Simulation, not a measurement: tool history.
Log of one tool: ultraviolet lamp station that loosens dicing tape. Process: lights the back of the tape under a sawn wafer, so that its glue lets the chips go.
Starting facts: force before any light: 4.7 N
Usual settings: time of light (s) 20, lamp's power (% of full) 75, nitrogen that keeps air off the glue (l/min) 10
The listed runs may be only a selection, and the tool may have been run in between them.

run	hour	time of light (s)	lamp's power (% of full)	nitrogen that keeps air off the glue (l/min)	force that peels the tape off (N)	light that reached the tape (J/m2)
1	0.0	20	75	10	0.399	3880
2	18.6	20	75	10	0.397	3860
3	30.8	20	75	10	0.393	3900
4	45.7	20	75	10	0.402	3880
5	70.0	20	75	10	0.412	3800
6	90.8	14	75	10	0.768	2700
7	114.3	14	75	10	0.746	2700
8	132.2	14	75	10	0.744	2640
9	146.1	14	75	10	0.748	2630
# hour 148.7: window cleaned of glue's vapour
10	164.8	14	75	10	0.804	2530
11	180.1	14	75	10	0.807	2590
12	200.5	14	75	10	0.809	2530
# hour 206.5: window cleaned of glue's vapour, once more
13	212.3	14	96	10	0.422	3790
14	227.6	14	70	17	0.510	2760
15	246.3	14	70	17	0.498	2770
16	268.5	38	86	5	0.196	9190
17	281.9	37	86	12	0.183	8920
18	306.3	38	77	10	0.173	8240
19	329.5	13	71	5	1.134	2540
20	344.7	12	74	4	1.396	2440
21	368.9	20	80	16	0.238	4470
22	380.4	36	75	10	0.198	7420
23	404.2	20	75	19	0.252	4130
24	424.6	23	68	16	0.252	4260
25	435.8	29	71	18	0.200	5590

Forecast each of these 3 alternatives for the next run:
A	449.7	21	90	5	?	?
B	449.7	24	90	6	?	?
C	449.7	29	71	12	?	?

run	force that peels the tape off (N)	light that reached the tape (J/m2)
A	0.416	5150
B	0.293	5960
C	0.211	5640
Stripped of hidden state, with their random variation kept, the same runs would have yielded:
run	force that peels the tape off (N)	light that reached the tape (J/m2)
A	0.365	5570
B	0.263	6440
C	0.198	6100
